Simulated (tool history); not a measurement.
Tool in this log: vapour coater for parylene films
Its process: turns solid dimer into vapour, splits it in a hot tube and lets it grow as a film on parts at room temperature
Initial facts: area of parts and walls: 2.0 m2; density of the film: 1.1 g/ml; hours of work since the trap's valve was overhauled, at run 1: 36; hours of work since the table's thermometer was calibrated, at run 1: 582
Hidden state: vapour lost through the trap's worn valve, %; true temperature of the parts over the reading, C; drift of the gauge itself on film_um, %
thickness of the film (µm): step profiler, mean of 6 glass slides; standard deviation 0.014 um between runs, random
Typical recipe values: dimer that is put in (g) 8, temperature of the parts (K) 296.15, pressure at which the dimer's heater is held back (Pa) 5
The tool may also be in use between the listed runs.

| run | hour | dimer that is put in (g) | temperature of the parts (K) | pressure at which the dimer's heater is held back (Pa) | hours of work since the trap's valve was overhauled | hours of work since the table's thermometer was calibrated | thickness of the film (µm) |
|---|---|---|---|---|---|---|---|
| 1 | 0 | 8 | 296.15 | 5 | 36 | 582 | 2.49 |
| 2 | 17.2 | 8 | 296.15 | 11.69 | 49 | 596 | 2.11 |
| 3 | 29 | 8 | 296.15 | 11.69 | 59 | 605 | 2.12 |
| 4 | 37.1 | 8 | 296.15 | 11.69 | 65 | 611 | 2.1 |
| 5 | 51 | 8 | 296.15 | 11.69 | 76 | 622 | 2.13 |
| 6 | 64 | 8 | 296.15 | 2.63 | 86 | 632 | 2.82 |
| 7 | 79 | 8 | 298.15 | 5 | 98 | 644 | 2.38 |
| 8 | 87.2 | 8 | 302.15 | 5 | 104 | 651 | 2.15 |
| 9 | 96.2 | 8 | 296.15 | 5 | 111 | 658 | 2.51 |
| 10 | 108.7 | 8 | 296.15 | 5 | 121 | 667 | 2.54 |
| 11 | 126.7 | 8 | 296.15 | 5 | 135 | 681 | 2.51 |
| 12 | 144.2 | 8 | 293.15 | 5 | 149 | 695 | 2.72 |
| 13 | 158.2 | 8 | 293.15 | 5 | 160 | 706 | 2.73 |
| 14 | 166.1 | 8 | 296.15 | 5 | 166 | 712 | 2.53 |
| 15 | 177.2 | 8 | 296.15 | 5 | 175 | 721 | 2.53 |
| 16 | 190.2 | 8 | 296.15 | 5 | 185 | 731 | 2.52 |
| 17 | 207.8 | 8 | 296.15 | 5 | 199 | 745 | 2.53 |
| 18 | 227.1 | 8 | 296.15 | 5 | 214 | 760 | 2.54 |
| 19 | 242.5 | 3 | 296.15 | 5 | 226 | 772 | 0.95 |
| 20 | 255.5 | 3 | 296.15 | 5 | 236 | 782 | 0.93 |
| 21 | 270.6 | 3 | 296.15 | 5 | 248 | 794 | 0.93 |
|  | 292.1 | trap's valve overhauled |
|  | 292.1 | gauge calibrated |
| 22 | 292.1 | 3 | 296.15 | 5 | 0 | 808 | 0.93 |
| 23 | 304 | 8 | 296.15 | 5 | 9 | 817 | 2.51 |
| 24 | 322.7 | 8 | 296.15 | 5 | 24 | 832 | 2.47 |
| 25 | 337.3 | 8 | 296.15 | 5 | 35 | 843 | 2.5 |
| 26 | 351.2 | 7 | 296.15 | 3.43 | 46 | 854 | 2.34 |
| 27 | 365.2 | 7 | 296.15 | 3.43 | 57 | 865 | 2.35 |
| 28 | 384.2 | 9 | 296.15 | 3.43 | 72 | 880 | 3.02 |
| 29 | 403 | 9 | 288.15 | 4.24 | 87 | 895 | 3.6 |
| 30 | 419.7 | 9 | 288.15 | 4.24 | 100 | 908 | 3.62 |
| 31 | 437.3 | 9 | 288.15 | 3.81 | 114 | 922 | 3.67 |
| 32 | 456 | 9 | 301.15 | 8.89 | 128 | 936 | 2.24 |
| 33 | 465.9 | 11 | 298.15 | 4.24 | 136 | 944 | 3.37 |
| 34 | 484.6 | 11 | 298.15 | 4.24 | 151 | 959 | 3.39 |
| 35 | 498.6 | 11 | 298.15 | 4.24 | 162 | 970 | 3.41 |
| 36 | 515.7 | 5 | 297.15 | 7.84 | 175 | 983 | 1.41 |
| 37 | 524.8 | 8 | 306.15 | 5 | 182 | 990 | 1.94 |
| 38 | 533.6 | 7 | 296.15 | 7.18 | 189 | 997 | 2.1 |
| 39 | 549 | 3 | 297.15 | 8.74 | 201 | 1009 | 0.83 |
| 40 | 559.5 | 5 | 297.15 | 3.54 | 210 | 1018 | 1.66 |
| 41 | 571.8 | 5 | 297.15 | 3.54 | 219 | 1027 | 1.65 |
|  | 581.6 | table's thermometer calibrated |
| 42 | 589.1 | 12 | 293.15 | 5.44 | 232 | 6 | 4.07 |
| 43 | 602.9 | 12 | 293.15 | 5.44 | 243 | 17 | 4.08 |
| 44 | 612.8 | 10 | 296.15 | 5.46 | 251 | 24 | 3.14 |
|  | 620.5 | gauge calibrated |
| 45 | 624.4 | 3 | 296.15 | 9.07 | 260 | 34 | 0.83 |
|  | 631 | trap's valve overhauled |
| 46 | 638.4 | 5 | 296.15 | 8.39 | 6 | 41 | 1.4 |
| 47 | 656.2 | 5 | 296.15 | 8.39 | 20 | 55 | 1.4 |

4 ways to go on from here, each from the tool as it stands after run 47. What would each give?
| A | 672.5 | 4 | 306.15 | 2.14 | 32 | 68 | ? |
| B | 672.5 | 11 | 299.15 | 7.68 | 32 | 68 | ? |
| C | 672.5 | 8 | 296.15 | 10.14 | 32 | 68 | ? |
| D | 672.5 | 8 | 292.15 | 11.04 | 32 | 68 | ? |

| run | thickness of the film (µm) |
|---|---|
| A | 1.11 |
| B | 2.93 |
| C | 2.2 |
| D | 2.4 |
The same runs, with their run-to-run variation unchanged, on a tool lacking any hidden condition would have given:
| run | thickness of the film (µm) |
|---|---|
| A | 1.1 |
| B | 2.92 |
| C | 2.19 |
| D | 2.38 |

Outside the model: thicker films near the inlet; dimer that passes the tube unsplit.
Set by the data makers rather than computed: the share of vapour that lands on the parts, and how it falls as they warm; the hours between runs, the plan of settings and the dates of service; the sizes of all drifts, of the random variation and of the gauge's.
